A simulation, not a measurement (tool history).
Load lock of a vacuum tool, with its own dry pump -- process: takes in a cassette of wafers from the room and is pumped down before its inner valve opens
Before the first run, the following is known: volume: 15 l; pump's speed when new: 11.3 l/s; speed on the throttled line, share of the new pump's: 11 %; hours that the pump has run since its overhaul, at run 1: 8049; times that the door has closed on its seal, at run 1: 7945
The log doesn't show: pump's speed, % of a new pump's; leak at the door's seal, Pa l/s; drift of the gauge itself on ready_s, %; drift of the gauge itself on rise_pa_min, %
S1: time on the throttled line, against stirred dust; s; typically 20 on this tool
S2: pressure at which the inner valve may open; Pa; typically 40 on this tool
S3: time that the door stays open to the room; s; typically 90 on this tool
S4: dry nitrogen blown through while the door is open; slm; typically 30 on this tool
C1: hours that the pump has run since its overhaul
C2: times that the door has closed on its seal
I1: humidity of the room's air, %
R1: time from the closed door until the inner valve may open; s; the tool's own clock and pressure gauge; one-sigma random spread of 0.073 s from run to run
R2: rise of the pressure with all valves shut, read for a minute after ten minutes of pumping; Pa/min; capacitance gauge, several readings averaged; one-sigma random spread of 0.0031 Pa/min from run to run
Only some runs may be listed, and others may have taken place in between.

run	day	S1	S2	S3	S4	C1	C2	I1	R1	R2
1	0.000	20	40	90	30	8049	7945	42.4	29.19	0.185
2	8.454	20	40	90	30	8252	8833	46.3	29.25	0.210
3	13.892	20	40	90	30	8382	9405	43.4	29.24	0.213
4	20.925	20	40	90	30	8551	10143	43.6	29.22	0.221
5	30.629	20	40	90	30	8784	11163	45.0	29.31	0.247
6	41.721	20	40	90	30	9050	12328	44.1	29.38	0.272
7	49.854	20	40	90	30	9245	13183	46.7	29.40	0.302
8	58.579	20	40	90	30	9455	14099	46.9	29.49	0.332
9	64.479	20	44	158	30	9596	14719	46.7	29.28	0.363
10	74.812	20	44	158	30	9844	15805	37.4	29.23	0.369
11	83.700	10	40	90	6	10058	16738	45.6	20.78	0.442
12	89.225	10	40	36	30	10190	17319	45.1	20.77	0.391

Forecast run 13:
13	98.867	10	40	36	30	10422	18332	48.5	?	?

{"run 13": {"R1": 20.81, "R2": 0.424}}
With no hidden state in the tool, this same run would have given R1 19.33 s, R2 0.051 Pa/min.
